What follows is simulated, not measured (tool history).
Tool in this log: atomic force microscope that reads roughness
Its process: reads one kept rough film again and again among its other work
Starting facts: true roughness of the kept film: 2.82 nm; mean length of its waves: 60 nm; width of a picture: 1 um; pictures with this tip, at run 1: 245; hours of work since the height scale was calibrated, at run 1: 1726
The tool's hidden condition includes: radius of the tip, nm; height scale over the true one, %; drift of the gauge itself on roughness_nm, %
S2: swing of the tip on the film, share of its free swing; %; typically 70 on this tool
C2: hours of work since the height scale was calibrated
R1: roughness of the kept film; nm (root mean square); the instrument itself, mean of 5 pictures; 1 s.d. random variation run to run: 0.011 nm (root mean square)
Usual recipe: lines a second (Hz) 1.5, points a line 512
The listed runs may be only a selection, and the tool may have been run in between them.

Run 1, hour 0: usual settings; pictures with this tip 245; C2 1726. Result: R1 2.686 nm (root mean square).
At hour 26.1: new tip fitted.
Run 2, hour 32.3: usual settings but S2 61 %; pictures with this tip 9; C2 1750. Result: R1 2.718 nm (root mean square).
Run 3, hour 94.8: usual settings but S2 61 %; pictures with this tip 101; C2 1797. Result: R1 2.719 nm (root mean square).
Run 4, hour 150.5: usual settings but S2 61 %; pictures with this tip 183; C2 1839. Result: R1 2.713 nm (root mean square).
Run 5, hour 198.7: usual settings but lines a second (Hz) 0.66; pictures with this tip 253; C2 1875. Result: R1 2.737 nm (root mean square).
At hour 218.3: new tip fitted.
Run 6, hour 232.2: usual settings but lines a second (Hz) 0.66; pictures with this tip 20; C2 1900. Result: R1 2.711 nm (root mean square).
Run 7, hour 277.4: usual settings but lines a second (Hz) 0.66; pictures with this tip 87; C2 1934. Result: R1 2.71 nm (root mean square).
Run 8, hour 327.9: usual settings but lines a second (Hz) 0.66; pictures with this tip 161; C2 1972. Result: R1 2.734 nm (root mean square).
Run 9, hour 382.4: usual settings but points a line 481; pictures with this tip 241; C2 2014. Result: R1 2.69 nm (root mean square).
At hour 409.2: new tip fitted.
Run 10, hour 428.4: usual settings but S2 77 %; pictures with this tip 29; C2 2048. Result: R1 2.674 nm (root mean square).
At hour 487.8: height scale calibrated on a step standard.
Run 11, hour 493.2: usual settings but S2 77 %; pictures with this tip 123; C2 4. Result: R1 2.665 nm (root mean square).
Run 12, hour 563.8: usual settings; pictures with this tip 226; C2 57. Result: R1 2.691 nm (root mean square).
At hour 601.8: new tip fitted.
Run 13, hour 604.3: usual settings; pictures with this tip 4; C2 88. Result: R1 2.685 nm (root mean square).
Run 14, hour 665: usual settings but S2 77 %; pictures with this tip 93; C2 133. Result: R1 2.669 nm (root mean square).
Run 15, hour 715.5: usual settings but S2 77 %; pictures with this tip 168; C2 172. Result: R1 2.648 nm (root mean square).
Run 16, hour 783.1: usual settings but S2 77 %; pictures with this tip 267; C2 223. Result: R1 2.656 nm (root mean square).
At hour 793.9: new tip fitted.
Run 17, hour 823.7: usual settings but lines a second (Hz) 3.52, S2 77 %; pictures with this tip 44; C2 253. Result: R1 2.547 nm (root mean square).
Run 18, hour 863.7: usual settings but lines a second (Hz) 3.52, S2 77 %; pictures with this tip 103; C2 283. Result: R1 2.513 nm (root mean square).
Run 19, hour 912.8: usual settings but lines a second (Hz) 3.52, S2 77 %; pictures with this tip 175; C2 320. Result: R1 2.543 nm (root mean square).
Run 20, hour 964.7: usual settings but lines a second (Hz) 3.52, S2 77 %; pictures with this tip 251; C2 359. Result: R1 2.554 nm (root mean square).
At hour 984.8: new tip fitted.
Run 21, hour 1026.7: usual settings but lines a second (Hz) 3.52, S2 77 %; pictures with this tip 62; C2 406. Result: R1 2.547 nm (root mean square).
Run 22, hour 1067.8: usual settings but lines a second (Hz) 3.52, S2 77 %; pictures with this tip 122; C2 437. Result: R1 2.548 nm (root mean square).
Run 23, hour 1112.7: usual settings but lines a second (Hz) 3.52, S2 77 %; pictures with this tip 188; C2 471. Result: R1 2.532 nm (root mean square).
Run 24, hour 1168.6: usual settings but lines a second (Hz) 3.52, S2 77 %; pictures with this tip 270; C2 513. Result: R1 2.555 nm (root mean square).
At hour 1174.5: new tip fitted.
Run 25, hour 1222.6: usual settings but lines a second (Hz) 3.52, S2 77 %; pictures with this tip 71; C2 553. Result: R1 2.541 nm (root mean square).
Run 26, hour 1292.1: usual settings but lines a second (Hz) 3.52, S2 77 %; pictures with this tip 173; C2 606. Result: R1 2.556 nm (root mean square).
Run 27, hour 1351.6: usual settings but lines a second (Hz) 0.99, S2 77 %, points a line 507; pictures with this tip 261; C2 651. Result: R1 2.694 nm (root mean square).
At hour 1367: new tip fitted.
Run 28, hour 1417.6: usual settings but lines a second (Hz) 0.99, S2 77 %, points a line 507; pictures with this tip 74; C2 700. Result: R1 2.693 nm (root mean square).
Run 29, hour 1468.3: usual settings but lines a second (Hz) 2.46, S2 68 %, points a line 889; pictures with this tip 149; C2 738. Result: R1 2.665 nm (root mean square).
Run 30, hour 1502.5: usual settings but lines a second (Hz) 0.93, S2 64 %, points a line 256; pictures with this tip 199; C2 764. Result: R1 2.693 nm (root mean square).
At hour 1557.2: new tip fitted.
Run 31, hour 1575.3: usual settings but lines a second (Hz) 0.93, S2 64 %, points a line 256; pictures with this tip 26; C2 819. Result: R1 2.725 nm (root mean square).
Run 32, hour 1641.2: usual settings but lines a second (Hz) 1.84, S2 67 %; pictures with this tip 123; C2 869. Result: R1 2.693 nm (root mean square).
Run 33, hour 1693.5: usual settings but lines a second (Hz) 1.84, S2 67 %; pictures with this tip 200; C2 908. Result: R1 2.684 nm (root mean square).
Run 34, hour 1733.5: usual settings but lines a second (Hz) 1.74; pictures with this tip 259; C2 938. Result: R1 2.678 nm (root mean square).
At hour 1750.8: new tip fitted.
Run 35, hour 1779.4: usual settings but lines a second (Hz) 1.74; pictures with this tip 43; C2 973. Result: R1 2.684 nm (root mean square).
Run 36, hour 1832.6: usual settings but lines a second (Hz) 2.96, points a line 637; pictures with this tip 121; C2 1013. Result: R1 2.62 nm (root mean square).
Run 37, hour 1873.4: usual settings but lines a second (Hz) 2.96, points a line 637; pictures with this tip 181; C2 1044. Result: R1 2.638 nm (root mean square).
Run 38, hour 1919.6: usual settings but lines a second (Hz) 2.31, S2 56 %; pictures with this tip 249; C2 1078. Result: R1 2.723 nm (root mean square).
At hour 1939.8: new tip fitted.
Run 39, hour 1976.8: usual settings but lines a second (Hz) 2.93, S2 69 %, points a line 944; pictures with this tip 54; C2 1121. Result: R1 2.627 nm (root mean square).
Run 40, hour 2048.4: usual settings but lines a second (Hz) 1.81, S2 69 %, points a line 944; pictures with this tip 159; C2 1175. Result: R1 2.668 nm (root mean square).
Run 41, hour 2097.8: usual settings but lines a second (Hz) 1.81, S2 69 %, points a line 944; pictures with this tip 232; C2 1213. Result: R1 2.676 nm (root mean square).
At hour 2129.6: new tip fitted.
Run 42, hour 2129.6: usual settings but lines a second (Hz) 2.51, S2 61 %, points a line 453; pictures with this tip 0; C2 1236. Result: R1 2.691 nm (root mean square).
Run 43, hour 2199.6: usual settings but lines a second (Hz) 1.05, S2 78 %; pictures with this tip 103; C2 1289. Result: R1 2.677 nm (root mean square).
Run 44, hour 2245.1: usual settings but lines a second (Hz) 1.05, S2 78 %; pictures with this tip 170; C2 1323. Result: R1 2.683 nm (root mean square).
Run 45, hour 2306.8: usual settings but lines a second (Hz) 2.12, S2 87 %, points a line 430; pictures with this tip 260; C2 1370. Result: R1 2.526 nm (root mean square).
At hour 2323.5: new tip fitted.
Run 46, hour 2376.6: usual settings but lines a second (Hz) 0.66, points a line 729; pictures with this tip 78; C2 1422. Result: R1 2.718 nm (root mean square).
Run 47, hour 2410.8: usual settings but lines a second (Hz) 0.66, points a line 729; pictures with this tip 129; C2 1448. Result: R1 2.725 nm (root mean square).
Run 48, hour 2480.7: usual settings but lines a second (Hz) 0.52, S2 62 %, points a line 420; pictures with this tip 231; C2 1501. Result: R1 2.717 nm (root mean square).
At hour 2516.1: new tip fitted.
Run 49, hour 2516.1: usual settings but lines a second (Hz) 2.43, S2 73 %, points a line 431; pictures with this tip 0; C2 1527. Result: R1 2.616 nm (root mean square).
Run 50, hour 2553.4: usual settings but lines a second (Hz) 0.59, S2 56 %, points a line 431; pictures with this tip 55; C2 1555. Result: R1 2.733 nm (root mean square).
Run 51, hour 2609.4: usual settings but lines a second (Hz) 1.69, points a line 282; pictures with this tip 137; C2 1598. Result: R1 2.664 nm (root mean square).
Run 52, hour 2675.5: usual settings but lines a second (Hz) 3.73, S2 84 %, points a line 282; pictures with this tip 234; C2 1648. Result: R1 2.451 nm (root mean square).

Each row is a separate what-if for the run after 52, all from the same tool condition, not one after another. Results?
At hour 2706.2: new tip fitted.
Run A, hour 2717.9: usual settings but lines a second (Hz) 3.89, points a line 357; pictures with this tip 18; C2 1679. Result: R1 ?.
At hour 2706.2: new tip fitted.
Run B, hour 2717.9: usual settings but lines a second (Hz) 0.51, S2 89 %, points a line 645; pictures with this tip 18; C2 1679. Result: R1 ?.
At hour 2706.2: new tip fitted.
Run C, hour 2717.9: usual settings but lines a second (Hz) 3.73, S2 84 %, points a line 534; pictures with this tip 18; C2 1679. Result: R1 ?.

run     R1
  A  2.602
  B  2.694
  C  2.448
Without the tool's hidden state the same runs would have given:
run     R1
  A  2.604
  B  2.697
  C  2.451
